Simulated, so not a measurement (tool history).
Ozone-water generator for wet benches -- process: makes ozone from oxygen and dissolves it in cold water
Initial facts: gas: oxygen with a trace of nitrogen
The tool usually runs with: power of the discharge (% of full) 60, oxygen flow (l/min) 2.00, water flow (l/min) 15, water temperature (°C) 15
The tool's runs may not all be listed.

run	hour	power of the discharge (% of full)	oxygen flow (l/min)	water flow (l/min)	water temperature (°C)	dissolved ozone (ppm)	ozone in the gas ahead of the water (g/m3)
1	0.0	60	2.00	15	15	17.1	216.1
2	50.7	60	1.30	15	15	14.7	259.1
3	81.7	60	2.00	15	15	17.0	217.4
4	118.5	60	2.00	15	15	17.1	217.1
5	174.7	60	2.00	15	15	17.0	216.2
6	210.7	60	2.00	15	15	17.0	217.6
7	239.9	60	2.00	15	15	16.8	217.9
8	281.6	60	2.00	15	15	17.0	217.1
9	317.1	60	2.00	15	15	16.8	216.0
10	352.6	60	2.00	15	15	16.9	214.5
11	391.5	60	2.00	15	15	16.8	212.8
12	427.5	60	2.00	15	15	17.0	214.1
13	457.1	60	2.00	15	17	16.4	214.2
14	498.9	60	2.00	15	15	16.9	214.8
15	535.9	45	2.00	15	15	13.2	170.3
16	560.1	45	2.00	15	15	13.2	169.6
17	599.2	45	2.00	15	15	13.5	168.3
18	622.4	45	2.00	15	15	13.5	169.6
19	656.7	45	2.00	15	15	13.1	169.9
20	690.3	45	2.00	15	15	13.3	169.5
21	736.6	60	2.00	21	8	12.4	215.6
22	769.9	60	1.88	15	19	15.8	218.9
23	797.8	56	2.91	19	7	14.9	171.8

Run 24 is up next; what results do you expect?
24	829.3	60	1.61	15	22	?	?

{"run 24": {"dissolved ozone (ppm)": 14.6, "ozone in the gas ahead of the water (g/m3)": 233.5}}
Had the tool carried no hidden state, the very same run would have given dissolved ozone (ppm) 15.8, ozone in the gas ahead of the water (g/m3) 245.1.
